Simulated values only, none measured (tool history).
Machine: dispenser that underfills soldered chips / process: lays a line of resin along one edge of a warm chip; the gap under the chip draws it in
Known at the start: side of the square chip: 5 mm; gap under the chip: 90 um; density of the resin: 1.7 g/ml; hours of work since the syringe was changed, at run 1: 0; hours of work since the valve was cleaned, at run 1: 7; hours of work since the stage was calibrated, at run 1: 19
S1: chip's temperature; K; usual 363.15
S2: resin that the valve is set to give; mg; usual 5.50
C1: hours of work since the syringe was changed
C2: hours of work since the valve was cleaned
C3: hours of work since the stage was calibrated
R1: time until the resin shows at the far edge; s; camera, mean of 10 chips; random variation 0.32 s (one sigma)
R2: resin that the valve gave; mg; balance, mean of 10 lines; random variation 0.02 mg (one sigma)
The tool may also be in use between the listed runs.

run,hour,S1,S2,C1,C2,C3,R1,R2
1,0.0,363.15,5.50,0,7,19,11.6,5.49
# hour 7.6: new syringe of resin
2,12.0,363.15,5.50,3,16,28,14.1,5.46
# hour 15.4: new syringe of resin
3,20.3,363.15,5.50,4,22,34,13.4,5.39
# hour 22.7: new syringe of resin
4,25.6,363.15,5.50,2,26,38,12.9,5.38
# hour 29.8: new syringe of resin
5,32.2,363.15,5.50,2,31,42,12.7,5.39
# hour 36.9: new syringe of resin
6,40.0,363.15,5.50,2,37,48,13.8,5.39
# hour 44.2: new syringe of resin
7,46.4,363.15,5.50,2,41,53,13.3,5.37
# hour 52.2: new syringe of resin
8,55.1,363.15,5.50,2,48,59,13.2,5.37
# hour 59.6: new syringe of resin
9,62.2,363.15,5.50,2,53,64,13.5,5.30
# hour 64.8: dispensing valve cleaned and set on the balance
# hour 68.3: new syringe of resin
10,74.3,363.15,5.50,5,7,73,14.5,5.43
# hour 76.2: new syringe of resin
# hour 83.8: new syringe of resin
11,86.2,363.15,6.77,2,16,81,12.7,6.70
# hour 91.6: new syringe of resin
12,94.2,363.15,6.77,2,21,87,13.0,6.64
# hour 99.1: new syringe of resin
13,101.8,363.15,6.77,2,27,93,13.2,6.59
# hour 106.7: new syringe of resin
# hour 114.3: new syringe of resin
14,114.3,363.15,6.77,0,36,102,12.5,6.56
# hour 121.8: new syringe of resin
15,126.6,363.15,6.77,4,45,111,13.2,6.54
# hour 129.2: new syringe of resin
16,135.7,363.15,5.55,5,52,118,15.5,5.34
# hour 137.1: new syringe of resin
# hour 139.8: dispensing valve cleaned and set on the balance
# hour 145.6: new syringe of resin
17,147.3,363.15,5.50,1,5,125,13.3,5.47
# hour 153.4: new syringe of resin
18,155.6,362.15,6.18,2,12,131,13.7,6.12
# hour 161.2: new syringe of resin
19,167.8,362.15,6.18,5,21,141,15.6,6.07
# hour 168.6: new syringe of resin
# hour 175.8: new syringe of resin
20,176.0,362.15,6.18,0,26,146,13.2,6.06
21,182.2,361.15,5.94,5,31,151,17.0,5.76
# hour 183.4: new syringe of resin
22,189.5,361.15,5.94,5,36,156,17.0,5.78
# hour 191.0: new syringe of resin
23,196.1,371.15,5.33,4,41,161,10.5,5.14
# hour 198.1: new syringe of resin
# hour 205.5: new syringe of resin
24,206.5,353.15,4.87,1,49,169,22.0,4.74
25,212.3,363.15,5.71,5,53,173,15.4,5.55
# hour 213.1: new syringe of resin
# hour 215.5: dispensing valve cleaned and set on the balance
# hour 221.8: new syringe of resin
26,224.1,363.15,5.71,2,6,181,13.8,5.70
# hour 229.4: new syringe of resin
27,233.5,363.15,5.71,3,13,188,14.1,5.70
# hour 237.4: new syringe of resin
# hour 245.0: new syringe of resin
28,246.0,351.15,5.53,1,22,197,22.9,5.44
# hour 252.2: new syringe of resin
29,258.7,351.15,5.63,5,32,206,28.1,5.50
# hour 259.9: new syringe of resin
# hour 267.1: new syringe of resin
30,271.5,369.15,4.81,3,41,216,11.5,4.66
# hour 274.5: new syringe of resin
31,278.1,355.15,5.50,3,46,221,21.6,5.35
# hour 282.2: new syringe of resin
32,287.4,363.15,5.44,4,53,227,15.1,5.25
# hour 289.4: new syringe of resin
# hour 290.4: dispensing valve cleaned and set on the balance
# hour 298.3: new syringe of resin
33,299.6,359.15,5.20,1,7,235,16.2,5.19

Consider 4 possible next runs. They are alternatives, not a sequence: every one starts from the tool as it was left by run 33. What does each give?
# hour 305.4: new syringe of resin
A,310.6,372.15,5.28,4,15,244,?,?
# hour 305.4: new syringe of resin
B,310.6,372.15,6.24,4,15,244,?,?
# hour 305.4: new syringe of resin
C,310.6,375.15,5.90,4,15,244,?,?
# hour 305.4: new syringe of resin
D,310.6,361.15,5.20,4,15,244,?,?

run,R1,R2
A,9.6,5.21
B,10.4,6.16
C,9.2,5.85
D,16.6,5.16
Had the tool no hidden state, the same runs would have come out as:
run,R1,R2
A,7.3,5.27
B,8.2,6.23
C,7.3,5.92
D,12.7,5.22

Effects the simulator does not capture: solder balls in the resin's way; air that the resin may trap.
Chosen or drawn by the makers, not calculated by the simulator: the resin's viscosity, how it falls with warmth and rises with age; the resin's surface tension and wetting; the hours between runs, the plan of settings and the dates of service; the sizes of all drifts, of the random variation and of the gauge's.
